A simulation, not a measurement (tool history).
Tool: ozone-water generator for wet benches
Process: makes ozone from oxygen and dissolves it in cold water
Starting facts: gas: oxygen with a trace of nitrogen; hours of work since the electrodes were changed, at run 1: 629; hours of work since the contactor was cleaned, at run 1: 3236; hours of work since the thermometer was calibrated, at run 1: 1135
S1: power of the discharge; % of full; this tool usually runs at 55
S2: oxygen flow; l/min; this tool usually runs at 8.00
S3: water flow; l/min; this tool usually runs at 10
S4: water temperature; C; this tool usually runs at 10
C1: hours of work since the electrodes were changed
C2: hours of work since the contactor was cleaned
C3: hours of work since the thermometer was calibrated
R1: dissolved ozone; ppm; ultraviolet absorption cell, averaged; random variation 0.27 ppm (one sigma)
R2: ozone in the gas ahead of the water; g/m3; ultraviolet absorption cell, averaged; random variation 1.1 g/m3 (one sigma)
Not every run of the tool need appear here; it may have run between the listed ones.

{"run": 1, "hour": 0.0, "S1": 55, "S2": 8.0, "S3": 10, "S4": 10, "C1": 629, "C2": 3236, "C3": 1135, "R1": 40.1, "R2": 201.8}
{"run": 2, "hour": 39.4, "S1": 55, "S2": 8.0, "S3": 10, "S4": 10, "C1": 660, "C2": 3266, "C3": 1166, "R1": 40.4, "R2": 200.8}
{"run": 3, "hour": 119.8, "S1": 55, "S2": 5.77, "S3": 10, "S4": 10, "C1": 723, "C2": 3329, "C3": 1228, "R1": 40.9, "R2": 227.6}
{"run": 4, "hour": 194.0, "S1": 55, "S2": 5.77, "S3": 10, "S4": 10, "C1": 780, "C2": 3387, "C3": 1286, "R1": 40.7, "R2": 229.4}
{"run": 5, "hour": 258.5, "S1": 55, "S2": 5.77, "S3": 10, "S4": 10, "C1": 830, "C2": 3437, "C3": 1336, "R1": 40.6, "R2": 225.8}
{"run": 6, "hour": 293.8, "S1": 55, "S2": 5.77, "S3": 10, "S4": 10, "C1": 858, "C2": 3464, "C3": 1363, "R1": 40.7, "R2": 227.6}
{"run": 7, "hour": 356.5, "S1": 55, "S2": 5.77, "S3": 10, "S4": 10, "C1": 907, "C2": 3513, "C3": 1412, "R1": 40.0, "R2": 225.8}
{"run": 8, "hour": 422.9, "S1": 55, "S2": 5.77, "S3": 10, "S4": 10, "C1": 958, "C2": 3564, "C3": 1464, "R1": 40.4, "R2": 226.3}
{"run": 9, "hour": 474.4, "S1": 55, "S2": 8.0, "S3": 15, "S4": 10, "C1": 998, "C2": 3604, "C3": 1504, "R1": 32.2, "R2": 198.3}
{"run": 10, "hour": 535.2, "S1": 55, "S2": 8.0, "S3": 10, "S4": 10, "C1": 1045, "C2": 3652, "C3": 1551, "R1": 39.5, "R2": 199.9}
{"run": 11, "hour": 578.0, "S1": 55, "S2": 8.0, "S3": 10, "S4": 10, "C1": 1079, "C2": 3685, "C3": 1584, "R1": 39.8, "R2": 199.5}
{"run": 12, "hour": 639.7, "S1": 69, "S2": 8.0, "S3": 10, "S4": 10, "C1": 1127, "C2": 3733, "C3": 1632, "R1": 44.8, "R2": 226.4}
{"hour": 645.8, "done": "water thermometer calibrated"}
{"run": 13, "hour": 692.2, "S1": 69, "S2": 8.0, "S3": 10, "S4": 10, "C1": 1167, "C2": 3773, "C3": 36, "R1": 45.1, "R2": 227.2}
{"run": 14, "hour": 774.4, "S1": 69, "S2": 8.0, "S3": 10, "S4": 10, "C1": 1231, "C2": 3837, "C3": 100, "R1": 45.0, "R2": 226.1}
{"run": 15, "hour": 826.3, "S1": 55, "S2": 8.0, "S3": 10, "S4": 10, "C1": 1271, "C2": 3877, "C3": 140, "R1": 39.8, "R2": 196.1}
{"run": 16, "hour": 874.8, "S1": 55, "S2": 8.0, "S3": 10, "S4": 10, "C1": 1309, "C2": 3915, "C3": 178, "R1": 40.0, "R2": 197.4}
{"run": 17, "hour": 929.1, "S1": 55, "S2": 8.0, "S3": 10, "S4": 10, "C1": 1351, "C2": 3957, "C3": 220, "R1": 39.2, "R2": 195.2}
{"run": 18, "hour": 993.0, "S1": 44, "S2": 4.73, "S3": 15, "S4": 16, "C1": 1401, "C2": 4007, "C3": 270, "R1": 24.2, "R2": 214.4}
{"run": 19, "hour": 1034.3, "S1": 44, "S2": 4.73, "S3": 15, "S4": 16, "C1": 1433, "C2": 4039, "C3": 302, "R1": 24.4, "R2": 216.3}
{"run": 20, "hour": 1079.8, "S1": 98, "S2": 9.04, "S3": 14, "S4": 11, "C1": 1468, "C2": 4074, "C3": 337, "R1": 45.1, "R2": 260.1}
{"hour": 1114.8, "done": "water thermometer calibrated, once more"}
{"run": 21, "hour": 1159.7, "S1": 55, "S2": 6.62, "S3": 10, "S4": 10, "C1": 1530, "C2": 4136, "C3": 35, "R1": 39.5, "R2": 210.7}
{"run": 22, "hour": 1243.0, "S1": 80, "S2": 8.3, "S3": 15, "S4": 11, "C1": 1595, "C2": 4201, "C3": 100, "R1": 38.2, "R2": 240.2}
{"run": 23, "hour": 1289.3, "S1": 99, "S2": 6.53, "S3": 7, "S4": 12, "C1": 1631, "C2": 4237, "C3": 136, "R1": 63.1, "R2": 299.4}
{"run": 24, "hour": 1357.8, "S1": 99, "S2": 13.26, "S3": 11, "S4": 12, "C1": 1684, "C2": 4290, "C3": 189, "R1": 47.2, "R2": 223.5}
{"run": 25, "hour": 1403.1, "S1": 51, "S2": 14.31, "S3": 10, "S4": 11, "C1": 1719, "C2": 4325, "C3": 224, "R1": 34.3, "R2": 147.4}
{"run": 26, "hour": 1484.1, "S1": 56, "S2": 8.73, "S3": 13, "S4": 10, "C1": 1782, "C2": 4388, "C3": 287, "R1": 34.0, "R2": 190.4}
{"run": 27, "hour": 1528.5, "S1": 56, "S2": 8.73, "S3": 13, "S4": 10, "C1": 1816, "C2": 4423, "C3": 321, "R1": 34.3, "R2": 188.8}
{"run": 28, "hour": 1575.8, "S1": 61, "S2": 8.0, "S3": 10, "S4": 10, "C1": 1853, "C2": 4459, "C3": 358, "R1": 41.0, "R2": 206.1}
{"run": 29, "hour": 1633.4, "S1": 63, "S2": 7.44, "S3": 16, "S4": 7, "C1": 1898, "C2": 4504, "C3": 403, "R1": 34.0, "R2": 215.6}
{"run": 30, "hour": 1669.6, "S1": 79, "S2": 8.0, "S3": 10, "S4": 12, "C1": 1926, "C2": 4532, "C3": 431, "R1": 46.1, "R2": 239.6}
{"run": 31, "hour": 1747.8, "S1": 79, "S2": 8.0, "S3": 10, "S4": 12, "C1": 1987, "C2": 4593, "C3": 492, "R1": 45.3, "R2": 240.9}
{"run": 32, "hour": 1791.6, "S1": 77, "S2": 8.0, "S3": 10, "S4": 12, "C1": 2021, "C2": 4627, "C3": 526, "R1": 44.9, "R2": 235.4}
{"run": 33, "hour": 1869.6, "S1": 74, "S2": 8.0, "S3": 10, "S4": 10, "C1": 2082, "C2": 4688, "C3": 587, "R1": 46.3, "R2": 228.9}

Alternative continuations, all from the tool just after run 33; predict every row:
{"run": "A", "hour": 1923.9, "S1": 84, "S2": 8.0, "S3": 12, "S4": 8, "C1": 2124, "C2": 4730, "C3": 629, "R1": "?", "R2": "?"}
{"run": "B", "hour": 1923.9, "S1": 74, "S2": 7.76, "S3": 10, "S4": 10, "C1": 2124, "C2": 4730, "C3": 629, "R1": "?", "R2": "?"}
{"run": "C", "hour": 1923.9, "S1": 56, "S2": 12.39, "S3": 10, "S4": 6, "C1": 2124, "C2": 4730, "C3": 629, "R1": "?", "R2": "?"}
{"run": "D", "hour": 1923.9, "S1": 92, "S2": 12.86, "S3": 10, "S4": 7, "C1": 2124, "C2": 4730, "C3": 629, "R1": "?", "R2": "?"}

run=A R1=46.8 R2=248.7
run=B R1=45.7 R2=232.0
run=C R1=40.6 R2=163.6
run=D R1=51.8 R2=213.0
Stripped of hidden state, with their random variation kept, the same runs would have yielded:
run=A R1=51.4 R2=264.1
run=B R1=50.0 R2=245.3
run=C R1=44.1 R2=171.4
run=D R1=57.1 R2=226.8
